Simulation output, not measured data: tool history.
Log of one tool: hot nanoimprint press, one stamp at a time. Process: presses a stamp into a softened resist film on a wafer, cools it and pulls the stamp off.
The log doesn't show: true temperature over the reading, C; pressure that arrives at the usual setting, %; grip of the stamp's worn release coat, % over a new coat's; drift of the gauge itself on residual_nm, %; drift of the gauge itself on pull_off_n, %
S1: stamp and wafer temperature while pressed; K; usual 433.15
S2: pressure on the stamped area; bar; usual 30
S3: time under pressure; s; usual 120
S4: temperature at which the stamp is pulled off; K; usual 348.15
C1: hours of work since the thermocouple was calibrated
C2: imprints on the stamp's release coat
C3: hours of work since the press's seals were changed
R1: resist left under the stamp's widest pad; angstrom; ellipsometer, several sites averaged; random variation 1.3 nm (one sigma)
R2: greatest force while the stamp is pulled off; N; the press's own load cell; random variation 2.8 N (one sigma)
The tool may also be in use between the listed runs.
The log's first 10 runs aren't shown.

Run 11, hour 274.6: usual settings but S1 429.15 K; C1 161; C2 515; C3 742. Result: R1 2338 angstrom, R2 154 N.
Run 12, hour 314.4: usual settings but S1 429.15 K; C1 177; C2 603; C3 759. Result: R1 2366 angstrom, R2 157 N.
Run 13, hour 341.5: usual settings but S4 333.15 K; C1 189; C2 662; C3 770. Result: R1 2101 angstrom, R2 186 N.
Run 14, hour 382: usual settings but S4 333.15 K; C1 206; C2 752; C3 787. Result: R1 2107 angstrom, R2 195 N.
Run 15, hour 403.9: usual settings but S2 37.9 bar; C1 215; C2 800; C3 797. Result: R1 1932 angstrom, R2 162 N.
Run 16, hour 441: usual settings but S3 102 s; C1 231; C2 882; C3 812. Result: R1 2196 angstrom, R2 166 N.
Run 17, hour 470.8: usual settings but S3 102 s; C1 243; C2 948; C3 825. Result: R1 2228 angstrom, R2 161 N.
Run 18, hour 496.7: usual settings but S1 444.15 K, S2 42.4 bar, S3 187 s, S4 354.15 K; C1 254; C2 1005; C3 836. Result: R1 1089 angstrom, R2 147 N.
Run 19, hour 526.3: usual settings but S1 444.15 K, S2 42.4 bar, S3 187 s, S4 354.15 K; C1 267; C2 1070; C3 848. Result: R1 1081 angstrom, R2 154 N.
Run 20, hour 557.4: usual settings but S1 429.15 K, S2 25.8 bar, S3 187 s, S4 354.15 K; C1 280; C2 1139; C3 861. Result: R1 2257 angstrom, R2 154 N.
Run 21, hour 592.8: usual settings but S1 440.15 K, S2 26.4 bar, S3 81 s, S4 341.15 K; C1 295; C2 1217; C3 876. Result: R1 2069 angstrom, R2 187 N.
Run 22, hour 610.1: usual settings but S1 440.15 K, S2 26.4 bar, S3 81 s, S4 341.15 K; C1 302; C2 1255; C3 884. Result: R1 2085 angstrom, R2 183 N.
Run 23, hour 638.7: usual settings but S1 440.15 K, S2 27.6 bar, S3 141 s, S4 341.15 K; C1 314; C2 1318; C3 896. Result: R1 1693 angstrom, R2 194 N.
Run 24, hour 658.3: usual settings but S1 440.15 K, S2 27.6 bar, S3 141 s, S4 341.15 K; C1 323; C2 1361; C3 904. Result: R1 1715 angstrom, R2 190 N.
Run 25, hour 695.8: usual settings but S1 440.15 K, S2 27.6 bar, S3 141 s, S4 341.15 K; C1 338; C2 1444; C3 920. Result: R1 1725 angstrom, R2 187 N.
Run 26, hour 729.3: usual settings but S3 187 s; C1 353; C2 1518; C3 934. Result: R1 1885 angstrom, R2 179 N.
Run 27, hour 748.1: usual settings but S1 422.15 K, S2 25.2 bar, S4 337.15 K; C1 361; C2 1560; C3 942. Result: R1 2930 angstrom, R2 205 N.
At hour 773.2: plate thermocouple calibrated.
At hour 794.1: stamp cleaned and given a new release coat.
Run 28, hour 794.9: usual settings but S1 422.15 K, S2 25.2 bar, S4 337.15 K; C1 7; C2 2; C3 958. Result: R1 2867 angstrom, R2 160 N.
Run 29, hour 832.9: usual settings but S1 440.15 K, S2 25.2 bar, S4 337.15 K; C1 23; C2 86; C3 974. Result: R1 1785 angstrom, R2 170 N.
Run 30, hour 860.1: usual settings but S1 440.15 K, S2 25.2 bar, S4 337.15 K; C1 34; C2 146; C3 985. Result: R1 1787 angstrom, R2 173 N.

4 ways to go on from here, each from the tool as it stands after run 30. What would each give?
Run A, hour 891.6: usual settings but S4 349.15 K; C1 47; C2 215; C3 999. Result: R1 ?, R2 ?.
Run B, hour 891.6: usual settings but S1 445.15 K, S2 25.2 bar, S4 337.15 K; C1 47; C2 215; C3 999. Result: R1 ?, R2 ?.
Run C, hour 891.6: usual settings but S1 428.15 K; C1 47; C2 215; C3 999. Result: R1 ?, R2 ?.
Run D, hour 891.6: usual settings but S1 442.15 K, S3 158 s, S4 335.15 K; C1 47; C2 215; C3 999. Result: R1 ?, R2 ?.

run    R1   R2
  A  2055  145
  B  1548  171
  C  2374  152
  D  1423  179
Without the tool's hidden state the same runs would have given:
run    R1   R2
  A  1994  142
  B  1502  166
  C  2313  149
  D  1372  175

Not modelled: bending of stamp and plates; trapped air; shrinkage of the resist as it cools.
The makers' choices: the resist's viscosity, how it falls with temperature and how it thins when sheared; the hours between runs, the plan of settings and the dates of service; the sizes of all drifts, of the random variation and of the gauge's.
